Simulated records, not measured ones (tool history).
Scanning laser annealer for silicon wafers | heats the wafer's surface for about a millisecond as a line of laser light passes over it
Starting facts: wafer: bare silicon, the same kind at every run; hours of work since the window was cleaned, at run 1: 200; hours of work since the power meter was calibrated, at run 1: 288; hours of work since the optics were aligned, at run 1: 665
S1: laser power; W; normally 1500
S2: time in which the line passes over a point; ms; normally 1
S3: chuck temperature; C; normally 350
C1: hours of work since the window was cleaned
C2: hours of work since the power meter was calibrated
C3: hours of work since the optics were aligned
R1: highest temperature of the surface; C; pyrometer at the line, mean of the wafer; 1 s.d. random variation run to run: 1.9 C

run,day,S1,S2,S3,C1,C2,C3,R1
1,0,1500,1,350,200,288,665,1163
2,0.596,1500,1,326,211,298,675,1134
3,1.1,1500,1,350,220,307,684,1161
4,1.742,1500,1,350,231,318,695,1158
5,2.071,1500,1,350,237,324,701,1158
# day 2.725: optics aligned, line set to its width
6,2.833,1315,1,350,246,333,2,1053
7,3.375,1315,1,350,256,343,11,1056
8,4.029,1315,1,350,267,354,23,1054
9,4.688,1553,1.08,344,278,366,34,1243
10,5.046,1585,0.89,344,285,372,40,1180

Each row is a separate what-if for the run after 10, all from the same tool condition, not one after another. Results?
A,5.4,1537,1.01,344,291,378,47,?
B,5.4,1346,0.95,344,291,378,47,?
C,5.4,1513,1.2,384,291,378,47,?
D,5.4,1388,1.14,344,291,378,47,?
E,5.4,1500,1,347,291,378,47,?

run,R1
A,1202
B,1047
C,1301
D,1147
E,1177
With the hidden condition removed and each run's random variation left untouched, the same runs would have given:
run,R1
A,1212
B,1056
C,1312
D,1156
E,1187
